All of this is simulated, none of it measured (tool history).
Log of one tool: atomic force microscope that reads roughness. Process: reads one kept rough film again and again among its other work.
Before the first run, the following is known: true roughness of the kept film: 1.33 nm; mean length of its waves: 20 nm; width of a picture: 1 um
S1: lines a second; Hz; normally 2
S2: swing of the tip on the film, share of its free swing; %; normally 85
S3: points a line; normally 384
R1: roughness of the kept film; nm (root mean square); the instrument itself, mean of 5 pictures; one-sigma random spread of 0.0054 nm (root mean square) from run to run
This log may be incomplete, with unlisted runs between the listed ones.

run 1 day=0 | S1=2 S2=85 S3=384 | R1=0.819
run 2 day=1.142 | S1=2 S2=85 S3=384 | R1=0.806
-- day=1.329 new tip fitted
run 3 day=1.85 | S1=2 S2=85 S3=384 | R1=0.895
run 4 day=2.829 | S1=2 S2=85 S3=384 | R1=0.889
run 5 day=3.642 | S1=2 S2=85 S3=860 | R1=0.89
run 6 day=4.333 | S1=2 S2=66 S3=384 | R1=1.015
run 7 day=5.058 | S1=2 S2=66 S3=384 | R1=0.995
run 8 day=6.075 | S1=2 S2=66 S3=384 | R1=0.984
run 9 day=7.246 | S1=2 S2=85 S3=384 | R1=0.832
run 10 day=8.417 | S1=2 S2=57 S3=384 | R1=0.988
run 11 day=9.158 | S1=2 S2=57 S3=384 | R1=0.992
run 12 day=10.517 | S1=2.45 S2=85 S3=384 | R1=0.757
-- day=11.367 new tip fitted
run 13 day=11.604 | S1=2.45 S2=85 S3=384 | R1=0.861
run 14 day=12.212 | S1=2 S2=85 S3=509 | R1=0.895
run 15 day=13.138 | S1=2 S2=85 S3=509 | R1=0.881
run 16 day=14.054 | S1=2 S2=85 S3=509 | R1=0.882
run 17 day=15.375 | S1=2 S2=85 S3=509 | R1=0.848
run 18 day=16.708 | S1=2 S2=61 S3=384 | R1=1.006
run 19 day=17.488 | S1=2 S2=61 S3=384 | R1=0.975
run 20 day=18.721 | S1=2 S2=73 S3=384 | R1=0.906
run 21 day=19.304 | S1=2 S2=73 S3=384 | R1=0.89
run 22 day=20.304 | S1=2 S2=85 S3=572 | R1=0.808
run 23 day=21.312 | S1=1 S2=70 S3=971 | R1=0.965
-- day=21.433 new tip fitted
run 24 day=22.312 | S1=2 S2=57 S3=354 | R1=1.068
run 25 day=23.592 | S1=2 S2=57 S3=354 | R1=1.047
run 26 day=24.696 | S1=3.67 S2=56 S3=355 | R1=0.998
run 27 day=25.529 | S1=3.67 S2=56 S3=355 | R1=0.984
run 28 day=26.392 | S1=2.5 S2=57 S3=384 | R1=0.995
run 29 day=27.358 | S1=2.55 S2=79 S3=264 | R1=0.818
run 30 day=28.225 | S1=1.37 S2=83 S3=264 | R1=0.87
run 31 day=29.554 | S1=0.77 S2=85 S3=384 | R1=0.925
-- day=29.708 height scale calibrated on a step standard
run 32 day=30.404 | S1=2 S2=89 S3=384 | R1=0.76
run 33 day=31.479 | S1=2 S2=89 S3=595 | R1=0.763
-- day=31.588 new tip fitted
run 34 day=32.804 | S1=2 S2=89 S3=595 | R1=0.853
run 35 day=34.088 | S1=2 S2=64 S3=307 | R1=1.016
-- day=34.754 height scale calibrated on a step standard, once more
run 36 day=35.379 | S1=2 S2=64 S3=307 | R1=0.984
run 37 day=36.175 | S1=2 S2=64 S3=307 | R1=0.982
run 38 day=36.808 | S1=2 S2=64 S3=581 | R1=0.988
run 39 day=38.092 | S1=2 S2=64 S3=581 | R1=0.969
run 40 day=39.058 | S1=1.7 S2=73 S3=811 | R1=0.94
run 41 day=40.092 | S1=0.95 S2=83 S3=384 | R1=0.922
run 42 day=41.442 | S1=0.79 S2=58 S3=411 | R1=0.977
-- day=41.708 new tip fitted
run 43 day=42.592 | S1=0.97 S2=58 S3=282 | R1=1.091
run 44 day=43.158 | S1=1.26 S2=56 S3=259 | R1=1.078

Here are 3 independent what-if runs from the current tool condition. What would each one return?
run A day=44.071 | S1=0.66 S2=72 S3=596 | R1=?
run B day=44.071 | S1=2 S2=60 S3=355 | R1=?
run C day=44.071 | S1=0.78 S2=80 S3=407 | R1=?

run=A R1=1.074
run=B R1=1.043
run=C R1=1.031
Had the tool no hidden state, the same runs would have come out as:
run=A R1=1.113
run=B R1=1.081
run=C R1=1.067

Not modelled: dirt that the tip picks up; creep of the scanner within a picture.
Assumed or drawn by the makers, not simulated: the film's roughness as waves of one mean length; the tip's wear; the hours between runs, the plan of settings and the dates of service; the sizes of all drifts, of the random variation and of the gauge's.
